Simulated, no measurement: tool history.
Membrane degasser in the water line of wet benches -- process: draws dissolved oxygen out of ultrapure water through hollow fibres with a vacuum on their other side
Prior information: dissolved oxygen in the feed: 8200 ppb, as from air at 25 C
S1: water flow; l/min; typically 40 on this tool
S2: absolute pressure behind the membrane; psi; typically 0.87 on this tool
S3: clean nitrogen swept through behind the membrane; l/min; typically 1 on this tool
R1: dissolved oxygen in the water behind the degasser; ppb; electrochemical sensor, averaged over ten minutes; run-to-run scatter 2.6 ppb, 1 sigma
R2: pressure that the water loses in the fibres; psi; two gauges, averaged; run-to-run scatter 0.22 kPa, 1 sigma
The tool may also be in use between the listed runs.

run 1 hour=0 | S1=40 S2=0.87 S3=1 | R1=263.8 R2=7.658
run 2 hour=128.6 | S1=40 S2=0.856 S3=1 | R1=260.1 R2=7.587
run 3 hour=221.1 | S1=40 S2=0.87 S3=1 | R1=269.1 R2=7.683
run 4 hour=329.3 | S1=40 S2=0.87 S3=1 | R1=267.2 R2=7.69
run 5 hour=466.6 | S1=40 S2=0.87 S3=1 | R1=268.6 R2=7.69
run 6 hour=547.6 | S1=40 S2=0.632 S3=1 | R1=141.6 R2=7.648
run 7 hour=664.8 | S1=40 S2=1.036 S3=1 | R1=351.5 R2=7.612
run 8 hour=781.7 | S1=40 S2=1.036 S3=1 | R1=360.5 R2=7.709
run 9 hour=908.8 | S1=40 S2=1.036 S3=1 | R1=357.4 R2=7.728
run 10 hour=1003.9 | S1=40 S2=1.036 S3=1 | R1=357.9 R2=7.684
run 11 hour=1075.4 | S1=63 S2=0.693 S3=1 | R1=332.3 R2=12.13
run 12 hour=1197 | S1=40 S2=0.731 S3=0.9 | R1=212.3 R2=7.736
run 13 hour=1328.8 | S1=42 S2=0.747 S3=0.82 | R1=248.6 R2=8.115
run 14 hour=1385.8 | S1=42 S2=0.747 S3=0.82 | R1=254.7 R2=8.125
run 15 hour=1498.5 | S1=40 S2=1.033 S3=1 | R1=363.5 R2=7.67
run 16 hour=1617.7 | S1=40 S2=1.033 S3=1 | R1=357 R2=7.755
run 17 hour=1684.8 | S1=48 S2=1.443 S3=2.58 | R1=350.6 R2=9.192
run 18 hour=1761.2 | S1=48 S2=1.443 S3=2.58 | R1=346 R2=9.3
run 19 hour=1877.5 | S1=48 S2=1.443 S3=0.77 | R1=780 R2=9.291

Branching from run 19: 4 alternative next runs. What would each branch give?
-- hour=1947.3 vacuum gauge calibrated
run A hour=1996.3 | S1=26 S2=1.33 S3=1.16 | R1=? R2=?
-- hour=1947.3 vacuum gauge calibrated
run B hour=1996.3 | S1=48 S2=1.443 S3=1.87 | R1=? R2=?
-- hour=1947.3 vacuum gauge calibrated
run C hour=1996.3 | S1=43 S2=0.648 S3=0.51 | R1=? R2=?
-- hour=1947.3 vacuum gauge calibrated
run D hour=1996.3 | S1=39 S2=1.017 S3=0.56 | R1=? R2=?

run=A R1=299.8 R2=5.001
run=B R1=438.3 R2=9.272
run=C R1=231.5 R2=8.406
run=D R1=488.8 R2=7.552
With no hidden state in the tool, these same runs would have given:
run=A R1=293.7 R2=4.863
run=B R1=425.8 R2=9.017
run=C R1=220.2 R2=8.179
run=D R1=481.3 R2=7.345
